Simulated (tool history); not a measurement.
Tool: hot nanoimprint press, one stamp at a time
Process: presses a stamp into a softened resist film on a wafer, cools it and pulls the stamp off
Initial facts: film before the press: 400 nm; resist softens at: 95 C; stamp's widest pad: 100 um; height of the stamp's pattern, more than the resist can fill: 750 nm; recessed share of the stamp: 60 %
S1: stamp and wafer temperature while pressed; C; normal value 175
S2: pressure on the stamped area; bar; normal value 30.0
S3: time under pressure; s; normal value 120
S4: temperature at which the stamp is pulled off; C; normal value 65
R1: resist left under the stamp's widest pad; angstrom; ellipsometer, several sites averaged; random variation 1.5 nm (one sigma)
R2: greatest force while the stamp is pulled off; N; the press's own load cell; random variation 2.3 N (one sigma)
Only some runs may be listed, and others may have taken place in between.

run,hour,S1,S2,S3,S4,R1,R2
1,0.0,175,30.0,120,65,2382,100
2,16.0,175,30.0,120,65,2382,101
3,25.9,175,30.0,120,65,2346,100
4,33.2,175,30.0,120,63,2364,104
5,49.2,175,46.0,120,63,1913,108
6,64.1,175,30.0,120,65,2397,101
7,73.9,175,30.0,227,65,1955,106
8,82.3,175,30.0,227,65,1941,101
9,95.0,175,30.0,120,65,2355,101
10,108.2,176,30.0,120,65,2323,99
11,116.3,176,30.0,120,65,2358,104
12,124.4,175,30.0,120,65,2364,99
13,131.6,175,30.0,120,65,2376,104
14,148.0,175,30.0,120,65,2373,99
15,158.7,175,30.0,120,65,2387,101
16,175.1,175,30.0,120,57,2397,118
17,185.5,175,30.0,87,65,2603,97
18,194.0,181,30.0,168,51,1877,131
19,208.3,181,30.0,154,58,1944,116
20,221.8,183,30.0,200,65,1698,103
# hour 232.4: stamp cleaned and given a new release coat
21,243.5,183,30.0,200,65,1680,103
22,256.3,175,30.0,140,66,2277,100
23,263.2,180,34.0,68,66,2389,99
24,272.8,180,34.0,68,66,2400,97
25,280.6,170,18.4,69,67,3415,95

Estimate the outcome of run 26 from the log above:
26,295.1,170,18.4,69,67,?,?

{"run 26": {"R1": 3427, "R2": 98}}
With no hidden state in the tool, this same run would have given R1 3425 angstrom, R2 98 N.
